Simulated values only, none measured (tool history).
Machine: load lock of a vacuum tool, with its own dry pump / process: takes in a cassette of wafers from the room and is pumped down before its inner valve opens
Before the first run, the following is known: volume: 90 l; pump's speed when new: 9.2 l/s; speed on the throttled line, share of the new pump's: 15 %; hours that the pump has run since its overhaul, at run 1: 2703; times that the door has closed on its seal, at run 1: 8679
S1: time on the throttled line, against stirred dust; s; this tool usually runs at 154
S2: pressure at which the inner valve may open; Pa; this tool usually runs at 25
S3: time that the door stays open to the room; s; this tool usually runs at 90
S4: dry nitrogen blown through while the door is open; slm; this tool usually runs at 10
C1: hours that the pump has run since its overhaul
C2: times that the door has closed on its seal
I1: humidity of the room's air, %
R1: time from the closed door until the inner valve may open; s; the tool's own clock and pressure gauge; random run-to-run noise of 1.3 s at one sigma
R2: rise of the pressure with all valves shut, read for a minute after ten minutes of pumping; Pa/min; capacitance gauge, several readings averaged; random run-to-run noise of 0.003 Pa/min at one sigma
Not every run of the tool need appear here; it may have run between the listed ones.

{"run": 1, "hour": 0.0, "S1": 154, "S2": 25, "S3": 90, "S4": 10, "C1": 2703, "C2": 8679, "I1": 45.6, "R1": 214.5, "R2": 0.138}
{"run": 2, "hour": 287.3, "S1": 154, "S2": 31, "S3": 90, "S4": 10, "C1": 2991, "C2": 9384, "I1": 46.8, "R1": 213.6, "R2": 0.154}
{"run": 3, "hour": 636.6, "S1": 154, "S2": 25, "S3": 90, "S4": 10, "C1": 3340, "C2": 10242, "I1": 46.7, "R1": 215.5, "R2": 0.17}
{"run": 4, "hour": 992.2, "S1": 154, "S2": 25, "S3": 90, "S4": 10, "C1": 3696, "C2": 11114, "I1": 39.6, "R1": 213.1, "R2": 0.185}
{"run": 5, "hour": 1158.5, "S1": 154, "S2": 25, "S3": 90, "S4": 27, "C1": 3862, "C2": 11523, "I1": 42.0, "R1": 214.9, "R2": 0.189}
{"run": 6, "hour": 1366.4, "S1": 154, "S2": 25, "S3": 90, "S4": 27, "C1": 4070, "C2": 12033, "I1": 45.0, "R1": 215.8, "R2": 0.202}
{"run": 7, "hour": 1713.8, "S1": 215, "S2": 25, "S3": 90, "S4": 10, "C1": 4417, "C2": 12886, "I1": 44.5, "R1": 267.6, "R2": 0.235}
{"run": 8, "hour": 1872.5, "S1": 215, "S2": 25, "S3": 90, "S4": 10, "C1": 4576, "C2": 13275, "I1": 45.1, "R1": 264.8, "R2": 0.243}
{"run": 9, "hour": 2143.8, "S1": 154, "S2": 25, "S3": 90, "S4": 10, "C1": 4847, "C2": 13941, "I1": 43.8, "R1": 214.7, "R2": 0.259}
{"run": 10, "hour": 2462.5, "S1": 154, "S2": 28, "S3": 90, "S4": 10, "C1": 5166, "C2": 14724, "I1": 49.0, "R1": 212.7, "R2": 0.278}
{"run": 11, "hour": 2830.2, "S1": 154, "S2": 28, "S3": 90, "S4": 10, "C1": 5534, "C2": 15626, "I1": 44.2, "R1": 215.1, "R2": 0.302}
{"run": 12, "hour": 3108.9, "S1": 154, "S2": 28, "S3": 90, "S4": 10, "C1": 5812, "C2": 16310, "I1": 40.6, "R1": 218.4, "R2": 0.338}
{"run": 13, "hour": 3389.2, "S1": 154, "S2": 25, "S3": 90, "S4": 23, "C1": 6093, "C2": 16998, "I1": 43.7, "R1": 216.2, "R2": 0.339}
{"run": 14, "hour": 3561.9, "S1": 154, "S2": 25, "S3": 90, "S4": 23, "C1": 6265, "C2": 17422, "I1": 43.6, "R1": 219.2, "R2": 0.36}
{"run": 15, "hour": 3865.9, "S1": 154, "S2": 25, "S3": 90, "S4": 23, "C1": 6569, "C2": 18168, "I1": 44.0, "R1": 215.7, "R2": 0.386}
{"run": 16, "hour": 4131.7, "S1": 154, "S2": 25, "S3": 31, "S4": 10, "C1": 6835, "C2": 18821, "I1": 47.3, "R1": 218.5, "R2": 0.412}
{"run": 17, "hour": 4388.0, "S1": 154, "S2": 25, "S3": 90, "S4": 10, "C1": 7091, "C2": 19450, "I1": 41.8, "R1": 215.0, "R2": 0.43}
{"run": 18, "hour": 4688.9, "S1": 154, "S2": 25, "S3": 90, "S4": 10, "C1": 7392, "C2": 20189, "I1": 46.0, "R1": 216.5, "R2": 0.449}
{"run": 19, "hour": 5058.3, "S1": 154, "S2": 25, "S3": 90, "S4": 10, "C1": 7762, "C2": 21095, "I1": 45.2, "R1": 217.7, "R2": 0.493}
{"run": 20, "hour": 5277.3, "S1": 154, "S2": 25, "S3": 90, "S4": 10, "C1": 7981, "C2": 21633, "I1": 50.0, "R1": 218.4, "R2": 0.519}
{"run": 21, "hour": 5497.9, "S1": 126, "S2": 40, "S3": 60, "S4": 10, "C1": 8201, "C2": 22175, "I1": 41.4, "R1": 187.9, "R2": 0.517}
{"run": 22, "hour": 5784.8, "S1": 154, "S2": 25, "S3": 67, "S4": 12, "C1": 8488, "C2": 22879, "I1": 48.4, "R1": 218.8, "R2": 0.556}
{"run": 23, "hour": 6106.3, "S1": 154, "S2": 25, "S3": 67, "S4": 12, "C1": 8810, "C2": 23668, "I1": 44.5, "R1": 217.8, "R2": 0.582}
{"run": 24, "hour": 6448.0, "S1": 189, "S2": 19, "S3": 28, "S4": 14, "C1": 9151, "C2": 24507, "I1": 44.4, "R1": 250.5, "R2": 0.604}
{"run": 25, "hour": 6673.2, "S1": 154, "S2": 25, "S3": 72, "S4": 16, "C1": 9377, "C2": 25060, "I1": 47.4, "R1": 218.0, "R2": 0.649}
{"run": 26, "hour": 6916.3, "S1": 154, "S2": 21, "S3": 90, "S4": 10, "C1": 9620, "C2": 25656, "I1": 44.3, "R1": 221.6, "R2": 0.667}
{"run": 27, "hour": 7206.2, "S1": 157, "S2": 39, "S3": 79, "S4": 8, "C1": 9910, "C2": 26368, "I1": 45.0, "R1": 215.2, "R2": 0.706}
{"run": 28, "hour": 7414.2, "S1": 210, "S2": 39, "S3": 79, "S4": 8, "C1": 10118, "C2": 26879, "I1": 45.8, "R1": 261.2, "R2": 0.718}
{"run": 29, "hour": 7581.2, "S1": 210, "S2": 39, "S3": 79, "S4": 8, "C1": 10285, "C2": 27288, "I1": 43.1, "R1": 259.6, "R2": 0.74}
{"hour": 7614.5, "done": "door's seal changed, seat wiped"}
{"run": 30, "hour": 7886.9, "S1": 210, "S2": 39, "S3": 79, "S4": 8, "C1": 10589, "C2": 669, "I1": 39.4, "R1": 262.3, "R2": 0.032}
{"run": 31, "hour": 8098.5, "S1": 101, "S2": 39, "S3": 79, "S4": 5, "C1": 10800, "C2": 1189, "I1": 43.8, "R1": 169.9, "R2": 0.046}
{"run": 32, "hour": 8450.1, "S1": 101, "S2": 39, "S3": 79, "S4": 5, "C1": 11152, "C2": 2052, "I1": 42.9, "R1": 168.4, "R2": 0.049}
{"run": 33, "hour": 8784.2, "S1": 154, "S2": 25, "S3": 171, "S4": 6, "C1": 11486, "C2": 2872, "I1": 46.6, "R1": 219.8, "R2": 0.068}
{"run": 34, "hour": 9109.9, "S1": 118, "S2": 45, "S3": 239, "S4": 7, "C1": 11812, "C2": 3671, "I1": 46.2, "R1": 179.8, "R2": 0.076}
{"run": 35, "hour": 9407.8, "S1": 118, "S2": 45, "S3": 239, "S4": 7, "C1": 12110, "C2": 4403, "I1": 42.6, "R1": 181.3, "R2": 0.079}
{"run": 36, "hour": 9587.4, "S1": 185, "S2": 47, "S3": 90, "S4": 18, "C1": 12289, "C2": 4843, "I1": 49.3, "R1": 235.4, "R2": 0.08}
{"run": 37, "hour": 9815.9, "S1": 142, "S2": 22, "S3": 90, "S4": 16, "C1": 12518, "C2": 5404, "I1": 49.0, "R1": 212.0, "R2": 0.085}
{"run": 38, "hour": 10080.4, "S1": 268, "S2": 22, "S3": 90, "S4": 9, "C1": 12782, "C2": 6053, "I1": 45.6, "R1": 314.8, "R2": 0.097}

Measured less the same run without the tool's hidden state. The same run-to-run variation is in both; the gauge's scatter may not be:
Hidden state present: pump's speed, % of a new pump's; leak at the door's seal, Pa l/s; drift of the gauge itself on ready_s, %; drift of the gauge itself on rise_pa_min, %.
run=1 R1=+1.5 R2=+0.114
run=2 R1=+1.6 R2=+0.126
run=3 R1=+1.8 R2=+0.143
run=4 R1=+2.0 R2=+0.164
run=5 R1=+2.1 R2=+0.171
run=6 R1=+2.2 R2=+0.184
run=7 R1=+2.0 R2=+0.204
run=8 R1=+2.1 R2=+0.213
run=9 R1=+2.6 R2=+0.232
run=10 R1=+2.7 R2=+0.254
run=11 R1=+3.0 R2=+0.278
run=12 R1=+3.2 R2=+0.311
run=13 R1=+3.3 R2=+0.319
run=14 R1=+3.5 R2=+0.335
run=15 R1=+3.6 R2=+0.364
run=16 R1=+3.8 R2=+0.384
run=17 R1=+3.9 R2=+0.402
run=18 R1=+4.1 R2=+0.420
run=19 R1=+4.3 R2=+0.462
run=20 R1=+4.4 R2=+0.486
run=21 R1=+4.4 R2=+0.501
run=22 R1=+4.7 R2=+0.531
run=23 R1=+4.9 R2=+0.558
run=24 R1=+5.1 R2=+0.585
run=25 R1=+5.3 R2=+0.623
run=26 R1=+5.8 R2=+0.639
run=27 R1=+5.1 R2=+0.679
run=28 R1=+4.5 R2=+0.691
run=29 R1=+4.5 R2=+0.712
run=30 R1=+4.7 R2=+0.006
run=31 R1=+6.5 R2=+0.011
run=32 R1=+6.6 R2=+0.018
run=33 R1=+6.5 R2=+0.028
run=34 R1=+6.5 R2=+0.037
run=35 R1=+6.8 R2=+0.045
run=36 R1=+5.7 R2=+0.052
run=37 R1=+7.5 R2=+0.061
run=38 R1=+5.3 R2=+0.070
